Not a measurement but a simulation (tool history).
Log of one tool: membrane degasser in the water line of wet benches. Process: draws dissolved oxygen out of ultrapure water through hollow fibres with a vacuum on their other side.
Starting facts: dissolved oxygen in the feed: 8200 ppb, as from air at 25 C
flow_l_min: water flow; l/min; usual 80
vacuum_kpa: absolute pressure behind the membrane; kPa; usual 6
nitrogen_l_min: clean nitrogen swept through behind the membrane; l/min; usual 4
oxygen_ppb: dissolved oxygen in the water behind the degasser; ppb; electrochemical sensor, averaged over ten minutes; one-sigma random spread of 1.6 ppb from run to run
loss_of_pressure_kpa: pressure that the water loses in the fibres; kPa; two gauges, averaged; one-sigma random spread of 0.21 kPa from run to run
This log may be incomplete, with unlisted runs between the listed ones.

Run 1, hour 0: usual settings. Result: oxygen_ppb 163.2 ppb, loss_of_pressure_kpa 48.73 kPa.
Run 2, hour 130.7: usual settings. Result: oxygen_ppb 164.9 ppb, loss_of_pressure_kpa 48.76 kPa.
Run 3, hour 247.9: usual settings but flow_l_min 65 l/min. Result: oxygen_ppb 126.1 ppb, loss_of_pressure_kpa 39.55 kPa.
Run 4, hour 441: usual settings but flow_l_min 65 l/min. Result: oxygen_ppb 124 ppb, loss_of_pressure_kpa 39.77 kPa.
Run 5, hour 533.1: usual settings but nitrogen_l_min 10.86 l/min. Result: oxygen_ppb 90.4 ppb, loss_of_pressure_kpa 48.83 kPa.
Run 6, hour 635.8: usual settings but nitrogen_l_min 10.86 l/min. Result: oxygen_ppb 87 ppb, loss_of_pressure_kpa 48.86 kPa.
Run 7, hour 814.9: usual settings but flow_l_min 123 l/min. Result: oxygen_ppb 280.6 ppb, loss_of_pressure_kpa 75.46 kPa.
Run 8, hour 941.8: usual settings. Result: oxygen_ppb 161.8 ppb, loss_of_pressure_kpa 48.89 kPa.
Run 9, hour 1128.4: usual settings. Result: oxygen_ppb 159.4 ppb, loss_of_pressure_kpa 48.84 kPa.
Run 10, hour 1256.9: usual settings. Result: oxygen_ppb 160.5 ppb, loss_of_pressure_kpa 48.62 kPa.
Run 11, hour 1391.6: usual settings but flow_l_min 78 l/min, vacuum_kpa 4.17 kPa, nitrogen_l_min 3.72 l/min. Result: oxygen_ppb 81.3 ppb, loss_of_pressure_kpa 47.84 kPa.
Run 12, hour 1551.3: usual settings but flow_l_min 78 l/min, vacuum_kpa 4.17 kPa, nitrogen_l_min 3.72 l/min. Result: oxygen_ppb 82.2 ppb, loss_of_pressure_kpa 47.73 kPa.
Run 13, hour 1762.8: usual settings but flow_l_min 64 l/min, vacuum_kpa 5.16 kPa, nitrogen_l_min 11.74 l/min. Result: oxygen_ppb 46.6 ppb, loss_of_pressure_kpa 39.05 kPa.
Run 14, hour 1895: usual settings but flow_l_min 72 l/min, vacuum_kpa 7.27 kPa, nitrogen_l_min 8.79 l/min. Result: oxygen_ppb 107.6 ppb, loss_of_pressure_kpa 43.82 kPa.
Run 15, hour 2074.6: usual settings but flow_l_min 72 l/min, vacuum_kpa 7.27 kPa, nitrogen_l_min 8.79 l/min. Result: oxygen_ppb 106.8 ppb, loss_of_pressure_kpa 44.2 kPa.
Run 16, hour 2168.6: usual settings but flow_l_min 72 l/min, vacuum_kpa 7.27 kPa, nitrogen_l_min 8.79 l/min. Result: oxygen_ppb 108.4 ppb, loss_of_pressure_kpa 43.9 kPa.
Run 17, hour 2283.5: usual settings but flow_l_min 57 l/min, vacuum_kpa 7.27 kPa, nitrogen_l_min 8.79 l/min. Result: oxygen_ppb 78.5 ppb, loss_of_pressure_kpa 35.19 kPa.
Run 18, hour 2481.6: usual settings but flow_l_min 57 l/min, vacuum_kpa 7.27 kPa, nitrogen_l_min 8.79 l/min. Result: oxygen_ppb 76.7 ppb, loss_of_pressure_kpa 34.51 kPa.
Run 19, hour 2691.5: usual settings but flow_l_min 57 l/min, vacuum_kpa 7.27 kPa, nitrogen_l_min 8.79 l/min. Result: oxygen_ppb 78 ppb, loss_of_pressure_kpa 34.73 kPa.

Forecast each of these 4 alternatives for the next run:
Run A, hour 2785.2: usual settings but vacuum_kpa 3.87 kPa, nitrogen_l_min 10.62 l/min. Result: oxygen_ppb ?, loss_of_pressure_kpa ?.
Run B, hour 2785.2: usual settings but flow_l_min 86 l/min, vacuum_kpa 4.3 kPa, nitrogen_l_min 5.04 l/min. Result: oxygen_ppb ?, loss_of_pressure_kpa ?.
Run C, hour 2785.2: usual settings but flow_l_min 78 l/min, vacuum_kpa 6.68 kPa, nitrogen_l_min 5.06 l/min. Result: oxygen_ppb ?, loss_of_pressure_kpa ?.
Run D, hour 2785.2: usual settings but flow_l_min 82 l/min, nitrogen_l_min 9.56 l/min. Result: oxygen_ppb ?, loss_of_pressure_kpa ?.

run  oxygen_ppb  loss_of_pressure_kpa
  A          51                 49.19
  B          89                 52.44
  C       156.6                 47.22
  D        99.8                 50.08
Take away the tool's hidden state, keep each run's random variation, and the runs would have read:
run  oxygen_ppb  loss_of_pressure_kpa
  A        50.9                 49.18
  B        88.8                 52.43
  C       156.4                 47.21
  D        99.7                 50.06
